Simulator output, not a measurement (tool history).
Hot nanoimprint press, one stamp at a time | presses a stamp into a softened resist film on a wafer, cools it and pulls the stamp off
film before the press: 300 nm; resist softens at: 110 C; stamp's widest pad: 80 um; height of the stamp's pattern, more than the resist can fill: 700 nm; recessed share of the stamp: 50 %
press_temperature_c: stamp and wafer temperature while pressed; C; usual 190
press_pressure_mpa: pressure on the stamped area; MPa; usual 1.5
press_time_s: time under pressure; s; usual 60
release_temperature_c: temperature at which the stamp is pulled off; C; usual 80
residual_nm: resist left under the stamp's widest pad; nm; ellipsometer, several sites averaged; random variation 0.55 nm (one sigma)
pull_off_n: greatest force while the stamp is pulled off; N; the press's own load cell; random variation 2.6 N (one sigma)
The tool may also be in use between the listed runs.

run   hour  press_temperature_c  press_pressure_mpa  press_time_s  release_temperature_c  residual_nm  pull_off_n
  1      0                  190                 1.5            60                     80        142.1         148
  2   24.3                  190                 1.5            60                     80        140.7         151
  3   50.2                  190                 1.5            64                     80          138         155
  4   80.2                  190                 1.5            60                     80        141.9         154
  5  114.7                  190                 1.5            60                     80        137.4         155
  6  146.3                  190                 1.5            60                     80        138.3         155
  7  167.6                  190                 1.5            60                     80        138.8         168
  8  186.7                  190                 1.5            60                     80        137.8         163
  9  205.3                  190                 1.5            60                     80        138.1         162
 10  224.2                  190                 1.5            75                     72        127.1         179
 11  246.4                  190                 1.5            75                     72        127.3         186
 12  280.1                  190                 1.5            75                     72        127.3         119
 13  323.1                  190                 1.5            75                     72        125.4         130
 14    346                  190                1.61            85                     80        116.3         120
 15  376.4                  190                1.61            85                     80        115.6         125
 16  407.7                  190                1.61            85                     80        116.6         129
 17  444.2                  190                1.07            60                     80        157.8         137
 18  459.3                  190                1.07            60                     79        158.4         138

Taken out of this log: 3 entries between the listed runs. Where each belongs, and how the hidden state differs across it:
Between runs 4 and 5: plate thermocouple calibrated (hour 102.1)
  true temperature over the reading, C: -0.51 -> 0.14; pressure that arrives at the usual setting, %: 98 -> 97.92; grip of the stamp's worn release coat, % over a new coat's: 32.5 -> 35.3
  measured less the result without the state, residual_nm: +4.2 -> +0.3 nm; pull_off_n: +38 -> +41 N
Between runs 11 and 12: stamp cleaned and given a new release coat (hour 280.1)
  true temperature over the reading, C: 0 -> -0.03; pressure that arrives at the usual setting, %: 97.61 -> 97.54; grip of the stamp's worn release coat, % over a new coat's: 47.2 -> 0
  measured less the result without the state, residual_nm: +1.3 -> +1.5 nm; pull_off_n: +59 -> +0 N
Between runs 12 and 13: press's hydraulic seals changed and the load cell set to zero (hour 314.2)
  true temperature over the reading, C: -0.03 -> -0.07; pressure that arrives at the usual setting, %: 97.54 -> 100.2; grip of the stamp's worn release coat, % over a new coat's: 0 -> 3.1
  measured less the result without the state, residual_nm: +1.5 -> +0.3 nm; pull_off_n: +0 -> +4 N
